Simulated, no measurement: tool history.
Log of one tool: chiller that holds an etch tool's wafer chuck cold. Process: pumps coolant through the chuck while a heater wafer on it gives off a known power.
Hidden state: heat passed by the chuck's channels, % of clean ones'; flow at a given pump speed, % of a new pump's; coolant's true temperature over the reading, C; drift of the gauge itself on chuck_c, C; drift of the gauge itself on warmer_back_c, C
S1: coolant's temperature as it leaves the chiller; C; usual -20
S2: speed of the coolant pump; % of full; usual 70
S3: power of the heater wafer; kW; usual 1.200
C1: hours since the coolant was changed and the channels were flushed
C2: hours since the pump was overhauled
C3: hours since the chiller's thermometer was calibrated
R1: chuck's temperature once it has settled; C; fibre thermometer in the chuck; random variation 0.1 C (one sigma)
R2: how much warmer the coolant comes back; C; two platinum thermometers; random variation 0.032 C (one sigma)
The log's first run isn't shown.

run 2 hour=59.8 | S1=-20 S2=70 S3=1.200 | C1=5178 C2=933 C3=475 | R1=-9.8 R2=3.37
run 3 hour=157.1 | S1=-20 S2=70 S3=1.200 | C1=5275 C2=1030 C3=572 | R1=-10.0 R2=3.43
run 4 hour=226.9 | S1=-20 S2=70 S3=1.200 | C1=5345 C2=1100 C3=642 | R1=-9.7 R2=3.44
run 5 hour=300.6 | S1=-20 S2=70 S3=1.200 | C1=5419 C2=1173 C3=716 | R1=-9.8 R2=3.45
run 6 hour=375.9 | S1=-20 S2=70 S3=1.200 | C1=5494 C2=1249 C3=791 | R1=-9.9 R2=3.44
run 7 hour=485.2 | S1=-20 S2=70 S3=1.200 | C1=5604 C2=1358 C3=900 | R1=-9.7 R2=3.47
run 8 hour=530.1 | S1=-20 S2=70 S3=1.200 | C1=5648 C2=1403 C3=945 | R1=-9.6 R2=3.48
run 9 hour=584.8 | S1=-20 S2=70 S3=1.200 | C1=5703 C2=1457 C3=1000 | R1=-9.7 R2=3.50
run 10 hour=678.4 | S1=-20 S2=70 S3=1.200 | C1=5797 C2=1551 C3=1094 | R1=-9.4 R2=3.42
-- hour=698.5 coolant changed, channels flushed
run 11 hour=785.6 | S1=-20 S2=70 S3=1.200 | C1=87 C2=1652 C3=1195 | R1=-11.3 R2=3.51
run 12 hour=890.1 | S1=-20 S2=70 S3=1.200 | C1=192 C2=1757 C3=1299 | R1=-11.0 R2=3.48
run 13 hour=943.6 | S1=-20 S2=70 S3=1.200 | C1=245 C2=1810 C3=1353 | R1=-11.1 R2=3.43
run 14 hour=1042.2 | S1=-20 S2=70 S3=1.200 | C1=344 C2=1909 C3=1451 | R1=-11.0 R2=3.51
run 15 hour=1117.1 | S1=-20 S2=70 S3=1.200 | C1=419 C2=1984 C3=1526 | R1=-10.8 R2=3.45
run 16 hour=1189.2 | S1=-20 S2=70 S3=1.200 | C1=491 C2=2056 C3=1598 | R1=-11.0 R2=3.52
run 17 hour=1269.2 | S1=-20 S2=97 S3=0.756 | C1=571 C2=2136 C3=1678 | R1=-15.5 R2=1.51
run 18 hour=1322.5 | S1=-20 S2=72 S3=1.719 | C1=624 C2=2189 C3=1732 | R1=-7.3 R2=4.82
run 19 hour=1418.0 | S1=-20 S2=72 S3=1.719 | C1=720 C2=2285 C3=1827 | R1=-7.1 R2=4.92
-- hour=1428.5 chiller's thermometer calibrated
run 20 hour=1500.6 | S1=-20 S2=72 S3=1.719 | C1=801 C2=2366 C3=72 | R1=-7.1 R2=4.83

Run 21 comes next. What will it give?
run 21 hour=1584.2 | S1=-20 S2=93 S3=0.948 | C1=885 C2=2450 C3=156 | R1=? R2=?

R1: -14.0 C
R2: 2.05 C
Without the tool's hidden state the same run would have given R1 -14.6 C, R2 2.00 C.
